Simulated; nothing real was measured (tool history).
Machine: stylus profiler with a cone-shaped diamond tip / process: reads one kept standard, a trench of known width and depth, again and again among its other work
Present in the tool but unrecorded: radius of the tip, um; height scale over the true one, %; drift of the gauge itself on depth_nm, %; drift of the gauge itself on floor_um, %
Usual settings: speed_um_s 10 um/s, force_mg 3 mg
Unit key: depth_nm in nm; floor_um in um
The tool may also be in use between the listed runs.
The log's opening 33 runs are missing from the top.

run    hour  speed_um_s  force_mg  scans with this tip  hours of work since the height scale was calibrated  depth_nm  floor_um
 34  1569.6          13      3.43                 9025                                                  948    202.04     28.09
 35  1604.3           4       1.4                 9214                                                  968    200.83     27.98
 36  1671.4           8      2.31                 9581                                                 1007    201.05     28.02
 37  1722.5           7      4.86                 9860                                                 1036    202.49     27.97
 38  1772.1          14      1.69                10131                                                 1065    200.96     27.92
 39  1841.6          13      3.01                10510                                                 1105    201.57     27.99
 40  1876.3          14      4.35                10700                                                 1124    201.92     27.93
 41  1914.6          11      1.04                10909                                                 1146     200.3     27.94
 42  1960.8           9      1.42                11161                                                 1173    200.52     27.98
 43  2007.3           9      1.42                11416                                                 1200    200.63     27.92
 44  2035.7          12      4.58                11570                                                 1216    202.17     27.98
 45  2081.2          12      4.58                11819                                                 1242    202.21     27.94
 46  2115.6          12      4.58                12007                                                 1262    202.14     27.95
 47  2164.5          18      1.64                12274                                                 1290    200.32     27.89

Forecast each of these 4 alternatives for the next run:
  A  2216.6          18      6.54                12559                                                 1320         ?         ?
  B  2216.6          32      4.74                12559                                                 1320         ?         ?
  C  2216.6          18      6.05                12559                                                 1320         ?         ?
  D  2216.6           7      5.88                12559                                                 1320         ?         ?

run  depth_nm  floor_um
  A    203.17     27.99
  B    202.35     27.88
  C    202.98     27.97
  D    202.67     27.95
Without the tool's unlogged condition, the same runs would have read:
run  depth_nm  floor_um
  A    204.23     28.28
  B     203.4     28.16
  C    204.04     28.26
  D    203.73     28.23
